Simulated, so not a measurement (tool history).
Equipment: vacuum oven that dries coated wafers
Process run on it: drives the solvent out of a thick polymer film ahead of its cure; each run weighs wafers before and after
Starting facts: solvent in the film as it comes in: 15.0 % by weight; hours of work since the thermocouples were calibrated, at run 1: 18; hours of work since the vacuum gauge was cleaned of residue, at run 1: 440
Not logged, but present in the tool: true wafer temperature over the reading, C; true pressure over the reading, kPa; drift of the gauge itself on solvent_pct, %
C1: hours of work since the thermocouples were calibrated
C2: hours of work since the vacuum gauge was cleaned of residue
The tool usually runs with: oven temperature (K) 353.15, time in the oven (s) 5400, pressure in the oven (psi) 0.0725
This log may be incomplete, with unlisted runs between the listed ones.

run 1 hour=0.0 | oven_temperature_(K)=353.15 time_in_the_oven_(s)=5400 pressure_in_the_oven_(psi)=0.0725 | C1=18 C2=440 | solvent_left_in_the_film_(%)=0.70
run 2 hour=23.8 | oven_temperature_(K)=363.15 time_in_the_oven_(s)=5400 pressure_in_the_oven_(psi)=0.0725 | C1=30 C2=451 | solvent_left_in_the_film_(%)=0.17
run 3 hour=48.8 | oven_temperature_(K)=353.15 time_in_the_oven_(s)=4260 pressure_in_the_oven_(psi)=0.0725 | C1=43 C2=464 | solvent_left_in_the_film_(%)=1.18
run 4 hour=71.5 | oven_temperature_(K)=353.15 time_in_the_oven_(s)=4260 pressure_in_the_oven_(psi)=0.0725 | C1=54 C2=475 | solvent_left_in_the_film_(%)=1.26
run 5 hour=89.5 | oven_temperature_(K)=353.15 time_in_the_oven_(s)=4260 pressure_in_the_oven_(psi)=0.0725 | C1=63 C2=484 | solvent_left_in_the_film_(%)=1.19
run 6 hour=105.5 | oven_temperature_(K)=353.15 time_in_the_oven_(s)=4260 pressure_in_the_oven_(psi)=0.0725 | C1=71 C2=492 | solvent_left_in_the_film_(%)=1.17
run 7 hour=123.8 | oven_temperature_(K)=353.15 time_in_the_oven_(s)=4500 pressure_in_the_oven_(psi)=0.0725 | C1=80 C2=501 | solvent_left_in_the_film_(%)=1.03
run 8 hour=143.9 | oven_temperature_(K)=353.15 time_in_the_oven_(s)=4500 pressure_in_the_oven_(psi)=0.0725 | C1=90 C2=511 | solvent_left_in_the_film_(%)=1.02
run 9 hour=163.3 | oven_temperature_(K)=353.15 time_in_the_oven_(s)=5400 pressure_in_the_oven_(psi)=0.0725 | C1=99 C2=521 | solvent_left_in_the_film_(%)=0.76
run 10 hour=190.2 | oven_temperature_(K)=353.15 time_in_the_oven_(s)=5400 pressure_in_the_oven_(psi)=0.0725 | C1=113 C2=534 | solvent_left_in_the_film_(%)=0.75
run 11 hour=205.6 | oven_temperature_(K)=353.15 time_in_the_oven_(s)=5400 pressure_in_the_oven_(psi)=0.0725 | C1=120 C2=542 | solvent_left_in_the_film_(%)=0.77
run 12 hour=225.9 | oven_temperature_(K)=353.15 time_in_the_oven_(s)=5400 pressure_in_the_oven_(psi)=0.0725 | C1=130 C2=552 | solvent_left_in_the_film_(%)=0.71
run 13 hour=256.8 | oven_temperature_(K)=353.15 time_in_the_oven_(s)=5400 pressure_in_the_oven_(psi)=0.0725 | C1=146 C2=567 | solvent_left_in_the_film_(%)=0.68
run 14 hour=286.3 | oven_temperature_(K)=353.15 time_in_the_oven_(s)=5400 pressure_in_the_oven_(psi)=0.0725 | C1=160 C2=582 | solvent_left_in_the_film_(%)=0.73
run 15 hour=307.6 | oven_temperature_(K)=353.15 time_in_the_oven_(s)=5400 pressure_in_the_oven_(psi)=0.0725 | C1=171 C2=592 | solvent_left_in_the_film_(%)=0.69
run 16 hour=326.5 | oven_temperature_(K)=353.15 time_in_the_oven_(s)=5400 pressure_in_the_oven_(psi)=0.0725 | C1=180 C2=602 | solvent_left_in_the_film_(%)=0.75
run 17 hour=342.4 | oven_temperature_(K)=353.15 time_in_the_oven_(s)=5400 pressure_in_the_oven_(psi)=0.0725 | C1=188 C2=610 | solvent_left_in_the_film_(%)=0.68
run 18 hour=363.7 | oven_temperature_(K)=351.15 time_in_the_oven_(s)=5400 pressure_in_the_oven_(psi)=0.0725 | C1=199 C2=620 | solvent_left_in_the_film_(%)=0.94
run 19 hour=388.7 | oven_temperature_(K)=353.15 time_in_the_oven_(s)=5400 pressure_in_the_oven_(psi)=0.2186 | C1=211 C2=633 | solvent_left_in_the_film_(%)=0.92
run 20 hour=406.7 | oven_temperature_(K)=353.15 time_in_the_oven_(s)=5400 pressure_in_the_oven_(psi)=0.2186 | C1=220 C2=642 | solvent_left_in_the_film_(%)=1.17
run 21 hour=436.4 | oven_temperature_(K)=353.15 time_in_the_oven_(s)=5400 pressure_in_the_oven_(psi)=0.0532 | C1=235 C2=656 | solvent_left_in_the_film_(%)=0.68
run 22 hour=451.2 | oven_temperature_(K)=353.15 time_in_the_oven_(s)=5400 pressure_in_the_oven_(psi)=0.0532 | C1=242 C2=664 | solvent_left_in_the_film_(%)=0.68
run 23 hour=480.7 | oven_temperature_(K)=353.15 time_in_the_oven_(s)=5400 pressure_in_the_oven_(psi)=0.0532 | C1=257 C2=678 | solvent_left_in_the_film_(%)=0.69
run 24 hour=495.8 | oven_temperature_(K)=353.15 time_in_the_oven_(s)=5400 pressure_in_the_oven_(psi)=0.0532 | C1=264 C2=686 | solvent_left_in_the_film_(%)=0.65
run 25 hour=523.9 | oven_temperature_(K)=353.15 time_in_the_oven_(s)=5400 pressure_in_the_oven_(psi)=0.0532 | C1=278 C2=700 | solvent_left_in_the_film_(%)=0.58
run 26 hour=545.1 | oven_temperature_(K)=353.15 time_in_the_oven_(s)=5400 pressure_in_the_oven_(psi)=0.0532 | C1=289 C2=710 | solvent_left_in_the_film_(%)=0.70
-- hour=548.0 vacuum gauge cleaned of residue and calibrated
run 27 hour=569.8 | oven_temperature_(K)=368.15 time_in_the_oven_(s)=5400 pressure_in_the_oven_(psi)=0.1833 | C1=301 C2=11 | solvent_left_in_the_film_(%)=0.38
run 28 hour=587.3 | oven_temperature_(K)=368.15 time_in_the_oven_(s)=5400 pressure_in_the_oven_(psi)=0.1833 | C1=309 C2=19 | solvent_left_in_the_film_(%)=0.29
run 29 hour=613.4 | oven_temperature_(K)=341.15 time_in_the_oven_(s)=5400 pressure_in_the_oven_(psi)=0.0496 | C1=322 C2=32 | solvent_left_in_the_film_(%)=2.88
run 30 hour=630.7 | oven_temperature_(K)=341.15 time_in_the_oven_(s)=5400 pressure_in_the_oven_(psi)=0.0496 | C1=331 C2=41 | solvent_left_in_the_film_(%)=2.93
run 31 hour=652.1 | oven_temperature_(K)=360.15 time_in_the_oven_(s)=6060 pressure_in_the_oven_(psi)=0.0455 | C1=341 C2=52 | solvent_left_in_the_film_(%)=0.18
run 32 hour=675.5 | oven_temperature_(K)=348.15 time_in_the_oven_(s)=2820 pressure_in_the_oven_(psi)=0.0725 | C1=353 C2=63 | solvent_left_in_the_film_(%)=3.75
run 33 hour=703.2 | oven_temperature_(K)=348.15 time_in_the_oven_(s)=4560 pressure_in_the_oven_(psi)=0.0725 | C1=367 C2=77 | solvent_left_in_the_film_(%)=1.91
-- hour=711.0 vacuum gauge cleaned of residue and calibrated, once more
run 34 hour=718.3 | oven_temperature_(K)=356.15 time_in_the_oven_(s)=4860 pressure_in_the_oven_(psi)=0.1859 | C1=373 C2=4 | solvent_left_in_the_film_(%)=0.75
run 35 hour=745.8 | oven_temperature_(K)=361.15 time_in_the_oven_(s)=4860 pressure_in_the_oven_(psi)=0.0643 | C1=387 C2=17 | solvent_left_in_the_film_(%)=0.27
run 36 hour=771.4 | oven_temperature_(K)=359.15 time_in_the_oven_(s)=8340 pressure_in_the_oven_(psi)=0.0933 | C1=400 C2=30 | solvent_left_in_the_film_(%)=0.09
run 37 hour=797.7 | oven_temperature_(K)=359.15 time_in_the_oven_(s)=7800 pressure_in_the_oven_(psi)=0.2241 | C1=413 C2=43 | solvent_left_in_the_film_(%)=0.44
run 38 hour=817.3 | oven_temperature_(K)=359.15 time_in_the_oven_(s)=7800 pressure_in_the_oven_(psi)=0.2241 | C1=423 C2=53 | solvent_left_in_the_film_(%)=0.44
run 39 hour=831.2 | oven_temperature_(K)=352.15 time_in_the_oven_(s)=5820 pressure_in_the_oven_(psi)=0.1806 | C1=429 C2=60 | solvent_left_in_the_film_(%)=0.88
run 40 hour=854.2 | oven_temperature_(K)=352.15 time_in_the_oven_(s)=5820 pressure_in_the_oven_(psi)=0.1806 | C1=441 C2=71 | solvent_left_in_the_film_(%)=0.76
run 41 hour=877.5 | oven_temperature_(K)=353.15 time_in_the_oven_(s)=6480 pressure_in_the_oven_(psi)=0.0725 | C1=453 C2=83 | solvent_left_in_the_film_(%)=0.38
run 42 hour=905.5 | oven_temperature_(K)=353.15 time_in_the_oven_(s)=6480 pressure_in_the_oven_(psi)=0.0725 | C1=466 C2=97 | solvent_left_in_the_film_(%)=0.47
run 43 hour=936.6 | oven_temperature_(K)=353.15 time_in_the_oven_(s)=6480 pressure_in_the_oven_(psi)=0.0725 | C1=482 C2=112 | solvent_left_in_the_film_(%)=0.44
run 44 hour=961.0 | oven_temperature_(K)=353.15 time_in_the_oven_(s)=6180 pressure_in_the_oven_(psi)=0.0725 | C1=494 C2=124 | solvent_left_in_the_film_(%)=0.51
run 45 hour=986.0 | oven_temperature_(K)=353.15 time_in_the_oven_(s)=6180 pressure_in_the_oven_(psi)=0.0725 | C1=506 C2=137 | solvent_left_in_the_film_(%)=0.48
run 46 hour=1000.6 | oven_temperature_(K)=353.15 time_in_the_oven_(s)=6180 pressure_in_the_oven_(psi)=0.0725 | C1=514 C2=144 | solvent_left_in_the_film_(%)=0.53
run 47 hour=1023.3 | oven_temperature_(K)=353.15 time_in_the_oven_(s)=5400 pressure_in_the_oven_(psi)=0.1504 | C1=525 C2=155 | solvent_left_in_the_film_(%)=0.78

Consider 4 possible next runs. They are alternatives, not a sequence: every one starts from the tool as it was left by run 47. What does each give?
run A hour=1049.9 | oven_temperature_(K)=353.15 time_in_the_oven_(s)=6060 pressure_in_the_oven_(psi)=0.1504 | C1=538 C2=168 | solvent_left_in_the_film_(%)=?
run B hour=1049.9 | oven_temperature_(K)=363.15 time_in_the_oven_(s)=3840 pressure_in_the_oven_(psi)=0.0637 | C1=538 C2=168 | solvent_left_in_the_film_(%)=?
run C hour=1049.9 | oven_temperature_(K)=353.15 time_in_the_oven_(s)=5220 pressure_in_the_oven_(psi)=0.0661 | C1=538 C2=168 | solvent_left_in_the_film_(%)=?
run D hour=1049.9 | oven_temperature_(K)=353.15 time_in_the_oven_(s)=3720 pressure_in_the_oven_(psi)=0.2654 | C1=538 C2=168 | solvent_left_in_the_film_(%)=?

run=A solvent_left_in_the_film_(%)=0.65
run=B solvent_left_in_the_film_(%)=0.25
run=C solvent_left_in_the_film_(%)=0.66
run=D solvent_left_in_the_film_(%)=1.78
Take away the tool's hidden state, keep each run's random variation, and the runs would have read:
run=A solvent_left_in_the_film_(%)=0.71
run=B solvent_left_in_the_film_(%)=0.28
run=C solvent_left_in_the_film_(%)=0.75
run=D solvent_left_in_the_film_(%)=1.95

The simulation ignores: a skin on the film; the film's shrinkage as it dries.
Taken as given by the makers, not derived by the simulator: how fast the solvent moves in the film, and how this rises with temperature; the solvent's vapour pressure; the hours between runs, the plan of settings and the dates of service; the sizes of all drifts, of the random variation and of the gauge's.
